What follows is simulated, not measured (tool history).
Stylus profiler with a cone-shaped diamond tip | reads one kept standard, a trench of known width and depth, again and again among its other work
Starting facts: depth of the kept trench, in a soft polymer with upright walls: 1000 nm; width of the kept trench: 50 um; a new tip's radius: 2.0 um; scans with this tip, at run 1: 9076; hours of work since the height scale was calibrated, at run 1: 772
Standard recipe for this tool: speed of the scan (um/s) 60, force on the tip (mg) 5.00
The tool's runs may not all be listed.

| run | day | speed of the scan (um/s) | force on the tip (mg) | scans with this tip | hours of work since the height scale was calibrated | depth of the trench (Å) | width of the trench's floor (µm) |
|---|---|---|---|---|---|---|---|
| 1 | 0.000 | 60 | 5.00 | 9076 | 772 | 10246.5 | 45.17 |
| 2 | 3.350 | 60 | 5.00 | 9824 | 836 | 10249.2 | 45.14 |
| 3 | 5.838 | 60 | 5.35 | 10379 | 883 | 10265.5 | 45.04 |
| 4 | 7.988 | 60 | 2.89 | 10859 | 924 | 10184.5 | 44.97 |
| 5 | 10.571 | 65 | 5.00 | 11436 | 973 | 10260.6 | 44.91 |
| 6 | 13.183 | 65 | 5.00 | 12018 | 1023 | 10259.5 | 44.89 |
| 7 | 15.483 | 65 | 5.00 | 12531 | 1066 | 10261.5 | 44.84 |
| 8 | 19.704 | 65 | 5.00 | 13473 | 1146 | 10265.1 | 44.74 |
| 9 | 21.883 | 65 | 5.00 | 13960 | 1188 | 10268.3 | 44.64 |
| 10 | 24.392 | 60 | 7.36 | 14520 | 1235 | 10329.1 | 44.66 |
| 11 | 26.550 | 60 | 7.36 | 15001 | 1276 | 10337.2 | 44.58 |
| 12 | 30.808 | 60 | 7.36 | 15951 | 1357 | 10338.0 | 44.49 |
| 13 | 33.004 | 60 | 5.00 | 16441 | 1399 | 10277.6 | 44.44 |
| 14 | 35.183 | 60 | 5.00 | 16927 | 1440 | 10285.9 | 44.41 |
| 15 | 38.371 | 60 | 5.00 | 17639 | 1501 | 10286.0 | 44.33 |
| 16 | 41.162 | 60 | 5.00 | 18262 | 1554 | 10284.0 | 44.22 |
|  | 41.512 | new tip fitted, height scale calibrated |
| 17 | 45.238 | 60 | 5.00 | 831 | 71 | 10221.9 | 46.28 |
| 18 | 48.417 | 46 | 1.75 | 1541 | 131 | 10121.2 | 46.16 |
|  | 48.629 | height scale calibrated on a step standard |
| 19 | 51.038 | 115 | 3.95 | 2120 | 46 | 10200.0 | 45.92 |
| 20 | 53.712 | 53 | 1.89 | 2718 | 97 | 10138.8 | 45.89 |

For run 21, what comes out?
| 21 | 56.075 | 53 | 1.89 | 3245 | 141 | ? | ? |

depth of the trench (Å): 10132.8
width of the trench's floor (µm): 45.86
Minus the tool's unlogged condition, the same run would have read depth of the trench (Å) 10108.9, width of the trench's floor (µm) 46.27.
